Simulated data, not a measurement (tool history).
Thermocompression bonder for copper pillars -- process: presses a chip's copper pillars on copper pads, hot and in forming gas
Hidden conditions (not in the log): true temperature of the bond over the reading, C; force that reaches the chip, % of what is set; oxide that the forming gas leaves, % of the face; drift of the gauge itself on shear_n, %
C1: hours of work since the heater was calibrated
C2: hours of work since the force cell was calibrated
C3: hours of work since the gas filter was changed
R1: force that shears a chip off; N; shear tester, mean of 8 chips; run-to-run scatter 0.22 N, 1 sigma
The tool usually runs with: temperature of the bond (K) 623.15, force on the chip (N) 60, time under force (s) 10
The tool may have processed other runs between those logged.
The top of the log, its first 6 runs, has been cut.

{"day": 11.221, "done": "forming gas filter changed"}
{"run": 7, "day": 12.308, "temperature of the bond (K)": 623.15, "force on the chip (N)": 60, "time under force (s)": 10, "C1": 152, "C2": 342, "C3": 18, "R1": 42.5}
{"run": 8, "day": 15.267, "temperature of the bond (K)": 623.15, "force on the chip (N)": 60, "time under force (s)": 10, "C1": 201, "C2": 391, "C3": 66, "R1": 41.9}
{"run": 9, "day": 17.875, "temperature of the bond (K)": 623.15, "force on the chip (N)": 60, "time under force (s)": 10, "C1": 243, "C2": 433, "C3": 109, "R1": 41.2}
{"day": 18.371, "done": "forming gas filter changed"}
{"run": 10, "day": 20.638, "temperature of the bond (K)": 623.15, "force on the chip (N)": 60, "time under force (s)": 10, "C1": 288, "C2": 478, "C3": 37, "R1": 43}
{"run": 11, "day": 23.212, "temperature of the bond (K)": 623.15, "force on the chip (N)": 60, "time under force (s)": 10, "C1": 330, "C2": 520, "C3": 79, "R1": 42.2}
{"run": 12, "day": 25.025, "temperature of the bond (K)": 623.15, "force on the chip (N)": 60, "time under force (s)": 10, "C1": 360, "C2": 550, "C3": 109, "R1": 41.4}
{"day": 25.488, "done": "forming gas filter changed"}
{"run": 13, "day": 27.858, "temperature of the bond (K)": 623.15, "force on the chip (N)": 60, "time under force (s)": 10, "C1": 406, "C2": 596, "C3": 39, "R1": 43.1}
{"run": 14, "day": 30.129, "temperature of the bond (K)": 623.15, "force on the chip (N)": 60, "time under force (s)": 10, "C1": 443, "C2": 633, "C3": 76, "R1": 43}
{"day": 32.608, "done": "forming gas filter changed"}
{"run": 15, "day": 32.608, "temperature of the bond (K)": 623.15, "force on the chip (N)": 60, "time under force (s)": 10, "C1": 483, "C2": 673, "C3": 0, "R1": 44.5}
{"run": 16, "day": 35.379, "temperature of the bond (K)": 623.15, "force on the chip (N)": 60, "time under force (s)": 10, "C1": 528, "C2": 718, "C3": 45, "R1": 43.5}
{"run": 17, "day": 37.45, "temperature of the bond (K)": 623.15, "force on the chip (N)": 60, "time under force (s)": 10, "C1": 562, "C2": 752, "C3": 79, "R1": 43}
{"day": 39.742, "done": "forming gas filter changed"}
{"run": 18, "day": 39.95, "temperature of the bond (K)": 623.15, "force on the chip (N)": 60, "time under force (s)": 10, "C1": 602, "C2": 792, "C3": 3, "R1": 44.8}
{"run": 19, "day": 42.983, "temperature of the bond (K)": 632.15, "force on the chip (N)": 60, "time under force (s)": 6, "C1": 652, "C2": 842, "C3": 53, "R1": 39.3}
{"run": 20, "day": 44.712, "temperature of the bond (K)": 632.15, "force on the chip (N)": 60, "time under force (s)": 6, "C1": 680, "C2": 870, "C3": 81, "R1": 38.5}
{"day": 47.017, "done": "forming gas filter changed"}
{"run": 21, "day": 47.892, "temperature of the bond (K)": 632.15, "force on the chip (N)": 70, "time under force (s)": 6, "C1": 732, "C2": 922, "C3": 14, "R1": 43}
{"run": 22, "day": 50.667, "temperature of the bond (K)": 632.15, "force on the chip (N)": 70, "time under force (s)": 6, "C1": 777, "C2": 967, "C3": 60, "R1": 42.8}

Run 23 comes next. What will it give?
{"run": 23, "day": 54.1, "temperature of the bond (K)": 632.15, "force on the chip (N)": 70, "time under force (s)": 8, "C1": 833, "C2": 1023, "C3": 116, "R1": "?"}

{"run 23": {"R1": 45.9}}
If the tool had no hidden condition, the same run with the same run-to-run variation would have returned R1 45.8 N.
